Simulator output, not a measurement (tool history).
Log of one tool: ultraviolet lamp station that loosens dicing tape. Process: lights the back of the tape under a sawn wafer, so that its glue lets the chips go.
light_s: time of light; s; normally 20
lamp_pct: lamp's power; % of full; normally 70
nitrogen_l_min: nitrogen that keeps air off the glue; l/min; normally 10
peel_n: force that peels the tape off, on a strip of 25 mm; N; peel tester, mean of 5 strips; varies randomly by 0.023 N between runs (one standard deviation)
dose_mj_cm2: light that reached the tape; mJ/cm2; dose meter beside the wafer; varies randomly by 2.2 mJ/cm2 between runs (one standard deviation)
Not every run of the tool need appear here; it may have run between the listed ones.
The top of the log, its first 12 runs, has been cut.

run,hour,light_s,lamp_pct,nitrogen_l_min,peel_n,dose_mj_cm2
13,187.0,20,70,8,1.398,176
14,201.8,20,70,10,1.138,177
15,214.5,20,70,10,1.147,175
16,229.3,20,70,10,1.151,177
17,249.0,20,70,13,0.937,182
18,267.0,20,70,13,0.932,179
19,286.9,20,70,13,0.957,173
20,306.3,23,70,10,0.900,206
21,317.6,20,92,10,0.687,230
22,337.9,20,70,7,1.489,174
23,357.6,20,70,6,1.661,172
24,374.0,20,70,6,1.625,179
25,396.5,11,70,6,3.384,98
26,416.9,23,92,12,0.452,261

Estimate the outcome of run 27 from the log above:
27,439.1,11,85,10,?,?

Run 27 produced peel_n 2.197 N, dose_mj_cm2 120 mJ/cm2.
With the hidden condition absent and the run-to-run variation left alone, this run would have shown peel_n 2.188 N, dose_mj_cm2 121 mJ/cm2.
